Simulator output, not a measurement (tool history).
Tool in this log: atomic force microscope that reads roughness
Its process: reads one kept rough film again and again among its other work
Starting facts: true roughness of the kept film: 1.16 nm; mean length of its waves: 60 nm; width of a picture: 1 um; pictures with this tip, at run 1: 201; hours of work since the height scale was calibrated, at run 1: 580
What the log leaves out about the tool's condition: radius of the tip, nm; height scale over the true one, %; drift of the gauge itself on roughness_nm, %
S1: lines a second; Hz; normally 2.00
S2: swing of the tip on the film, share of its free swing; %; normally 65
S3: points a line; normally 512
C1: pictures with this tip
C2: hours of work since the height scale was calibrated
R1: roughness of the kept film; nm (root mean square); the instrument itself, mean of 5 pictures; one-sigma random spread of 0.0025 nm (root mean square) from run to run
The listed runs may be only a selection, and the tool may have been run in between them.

Run 1, hour 0.0: usual settings; C1 201; C2 580. Result: R1 1.045 nm (root mean square).
Run 2, hour 11.9: usual settings; C1 224; C2 589. Result: R1 1.036 nm (root mean square).
Run 3, hour 32.0: usual settings; C1 263; C2 604. Result: R1 1.040 nm (root mean square).
Run 4, hour 53.5: usual settings; C1 304; C2 620. Result: R1 1.036 nm (root mean square).
At hour 58.1: new tip fitted.
Run 5, hour 73.0: usual settings but S1 2.93 Hz; C1 29; C2 635. Result: R1 1.008 nm (root mean square).
Run 6, hour 93.2: usual settings; C1 68; C2 650. Result: R1 1.044 nm (root mean square).
Run 7, hour 110.2: usual settings; C1 101; C2 662. Result: R1 1.043 nm (root mean square).
Run 8, hour 120.6: usual settings; C1 121; C2 670. Result: R1 1.042 nm (root mean square).
Run 9, hour 137.8: usual settings; C1 154; C2 683. Result: R1 1.045 nm (root mean square).
Run 10, hour 151.4: usual settings but S2 58 %, S3 340; C1 181; C2 693. Result: R1 1.070 nm (root mean square).
Run 11, hour 164.2: usual settings but S2 58 %, S3 340; C1 205; C2 703. Result: R1 1.071 nm (root mean square).
Run 12, hour 185.6: usual settings but S2 57 %, S3 797; C1 247; C2 719. Result: R1 1.076 nm (root mean square).
Run 13, hour 204.7: usual settings but S2 57 %, S3 797; C1 284; C2 733. Result: R1 1.075 nm (root mean square).
Run 14, hour 218.2: usual settings but S1 3.83 Hz, S2 57 %, S3 418; C1 310; C2 743. Result: R1 1.023 nm (root mean square).
At hour 220.8: new tip fitted.
Run 15, hour 230.9: usual settings but S1 2.91 Hz, S2 57 %, S3 356; C1 20; C2 753. Result: R1 1.056 nm (root mean square).
Run 16, hour 249.3: usual settings but S1 2.34 Hz, S2 88 %, S3 472; C1 55; C2 766. Result: R1 0.847 nm (root mean square).
Run 17, hour 267.1: usual settings but S1 2.34 Hz, S2 66 %, S3 535; C1 90; C2 780. Result: R1 1.024 nm (root mean square).
Run 18, hour 288.0: usual settings but S1 2.34 Hz, S2 66 %, S3 535; C1 130; C2 795. Result: R1 1.023 nm (root mean square).

Alternative continuations, all from the tool just after run 18; predict every row:
Run A, hour 303.8: usual settings but S2 72 %; C1 161; C2 807. Result: R1 ?.
Run B, hour 303.8: usual settings but S1 2.34 Hz, S2 73 %, S3 535; C1 161; C2 807. Result: R1 ?.
Run C, hour 303.8: usual settings but S1 0.89 Hz, S2 66 %, S3 535; C1 161; C2 807. Result: R1 ?.

run     R1
  A  0.998
  B  0.969
  C  1.086
With the hidden condition removed and each run's random variation left untouched, the same runs would have given:
run     R1
  A  1.017
  B  0.988
  C  1.107

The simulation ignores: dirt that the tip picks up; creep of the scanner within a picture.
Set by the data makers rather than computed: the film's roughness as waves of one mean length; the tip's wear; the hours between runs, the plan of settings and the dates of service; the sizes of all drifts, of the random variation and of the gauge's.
